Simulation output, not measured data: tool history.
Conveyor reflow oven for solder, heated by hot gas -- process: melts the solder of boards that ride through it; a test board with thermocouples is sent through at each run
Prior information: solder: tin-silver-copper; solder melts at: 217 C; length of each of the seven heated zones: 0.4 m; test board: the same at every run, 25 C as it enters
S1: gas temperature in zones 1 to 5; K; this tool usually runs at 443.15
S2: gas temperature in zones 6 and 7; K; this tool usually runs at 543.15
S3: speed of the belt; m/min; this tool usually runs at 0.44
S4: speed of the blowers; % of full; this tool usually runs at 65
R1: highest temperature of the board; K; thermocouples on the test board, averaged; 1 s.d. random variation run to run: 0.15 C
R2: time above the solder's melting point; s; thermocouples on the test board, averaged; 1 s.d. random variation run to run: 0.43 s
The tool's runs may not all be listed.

| run | day | S1 | S2 | S3 | S4 | R1 | R2 |
|---|---|---|---|---|---|---|---|
| 1 | 0 | 443.15 | 543.15 | 0.44 | 65 | 525.65 | 80.7 |
| 2 | 0.829 | 443.15 | 543.15 | 0.44 | 65 | 525.75 | 79.9 |
| 3 | 1.508 | 443.15 | 543.15 | 0.44 | 65 | 525.75 | 80 |
| 4 | 2.146 | 443.15 | 543.15 | 0.44 | 65 | 525.45 | 80.5 |
| 5 | 2.946 | 443.15 | 543.15 | 0.44 | 65 | 525.75 | 80.5 |
| 6 | 3.746 | 443.15 | 543.15 | 0.44 | 65 | 525.25 | 80.1 |
| 7 | 4.488 | 443.15 | 543.15 | 0.382 | 65 | 529.95 | 100 |
| 8 | 5.45 | 443.15 | 543.15 | 0.382 | 65 | 529.65 | 98.1 |
| 9 | 5.796 | 443.15 | 543.15 | 0.382 | 65 | 529.85 | 99.4 |
| 10 | 6.596 | 443.15 | 543.15 | 0.389 | 65 | 529.45 | 96.8 |
| 11 | 6.946 | 443.15 | 543.15 | 0.389 | 63 | 529.05 | 96.3 |
| 12 | 7.296 | 443.15 | 543.15 | 0.438 | 65 | 525.35 | 80.3 |
| 13 | 7.846 | 429.15 | 543.15 | 0.44 | 65 | 524.35 | 72.6 |
| 14 | 8.288 | 429.15 | 543.15 | 0.44 | 65 | 523.85 | 73.2 |
| 15 | 9.108 | 452.15 | 543.15 | 0.44 | 65 | 528.45 | 88.4 |
| 16 | 9.879 | 455.15 | 533.15 | 0.39 | 65 | 523.25 | 97.3 |
| 17 | 10.596 | 458.15 | 540.15 | 0.391 | 70 | 530.55 | 107.5 |
| 18 | 10.954 | 438.15 | 548.15 | 0.419 | 51 | 527.55 | 84.2 |
| 19 | 11.742 | 436.15 | 536.15 | 0.44 | 58 | 517.15 | 65.9 |
| 20 | 12.088 | 443.15 | 549.15 | 0.44 | 62 | 530.95 | 86.1 |
| 21 | 12.579 | 456.15 | 543.15 | 0.373 | 65 | 533.35 | 112.8 |
| 22 | 13.392 | 447.15 | 543.15 | 0.373 | 65 | 532.05 | 107.1 |
| 23 | 14.112 | 447.15 | 543.15 | 0.373 | 65 | 532.15 | 107 |
| 24 | 14.529 | 454.15 | 551.15 | 0.44 | 65 | 535.35 | 94.9 |
| 25 | 15.162 | 454.15 | 551.15 | 0.44 | 65 | 535.15 | 95.7 |

The log once held 2 entries between its listed runs, left out of this copy. Where does each go, and what is different about the tool's unlogged condition between the listed run before it and the listed run after it?
In the gap between runs 7 and 8: flux residue cleaned out of gas plates and filters (day 4.762)
  heat that the gas passes to the board, % of a clean oven's: 95.6 -> 94.8; belt's true speed, % of the reading: 98.58 -> 98.56; true gas temperature in zones 6 and 7 over the reading, C: 0.83 -> 0.87
  measured value less the no-hidden-state value, R1: +0.3 -> +0.2 K; R2: +1.6 -> +1.4 s
In the gap between runs 12 and 13: flux residue cleaned out of gas plates and filters, once more (day 7.733)
  heat that the gas passes to the board, % of a clean oven's: 94 -> 99.9; belt's true speed, % of the reading: 98.48 -> 98.47; true gas temperature in zones 6 and 7 over the reading, C: 0.95 -> 0.97
  measured value less the no-hidden-state value, R1: -0.1 -> +1.5 K; R2: +0.9 -> +2.9 s

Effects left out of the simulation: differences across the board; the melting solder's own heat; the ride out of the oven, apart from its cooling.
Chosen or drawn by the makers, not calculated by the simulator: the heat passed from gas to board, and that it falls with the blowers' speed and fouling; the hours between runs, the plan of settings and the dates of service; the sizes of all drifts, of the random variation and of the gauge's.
